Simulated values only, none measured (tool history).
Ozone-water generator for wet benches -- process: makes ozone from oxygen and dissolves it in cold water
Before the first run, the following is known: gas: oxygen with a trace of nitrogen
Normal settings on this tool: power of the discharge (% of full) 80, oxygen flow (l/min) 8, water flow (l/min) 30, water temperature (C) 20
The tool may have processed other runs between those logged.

run	hour	power of the discharge (% of full)	oxygen flow (l/min)	water flow (l/min)	water temperature (C)	dissolved ozone (ppm)	ozone in the gas ahead of the water (g/m3)
1	0	80	8	30	20	15.9	149.9
2	224.5	80	11.34	30	20	15.9	124.8
3	422.2	80	8.73	30	20	15.8	138.9
4	635.3	80	8	30	20	15.7	147
5	757.4	80	8	30	20	15.7	146
6	983.8	80	8	30	20	15.5	146.2
7	1164.3	59	8	30	24	12.6	127.9
8	1387.4	59	8	30	24	12.6	126.9
9	1557.6	76	8	41	15	12.2	140.6
10	1744.7	69	11.75	30	23	13.4	110.5
11	1874.7	80	4.73	30	20	14.5	186.8
12	2031.7	80	4.73	30	20	14.9	187

Below are 4 alternative next runs, each starting from the tool's condition after run 12. Predict each:
A	2176.2	80	4.73	30	19	?	?
B	2176.2	80	4.73	36	20	?	?
C	2176.2	80	4.73	30	16	?	?
D	2176.2	80	6.57	44	13	?	?

run	dissolved ozone (ppm)	ozone in the gas ahead of the water (g/m3)
A	14.7	185.7
B	12	187.3
C	15.2	188.2
D	11.1	158
Without the tool's unlogged condition, the same runs would have read:
run	dissolved ozone (ppm)	ozone in the gas ahead of the water (g/m3)
A	16.8	209
B	13.7	210.8
C	17.4	211.8
D	12.7	177.9
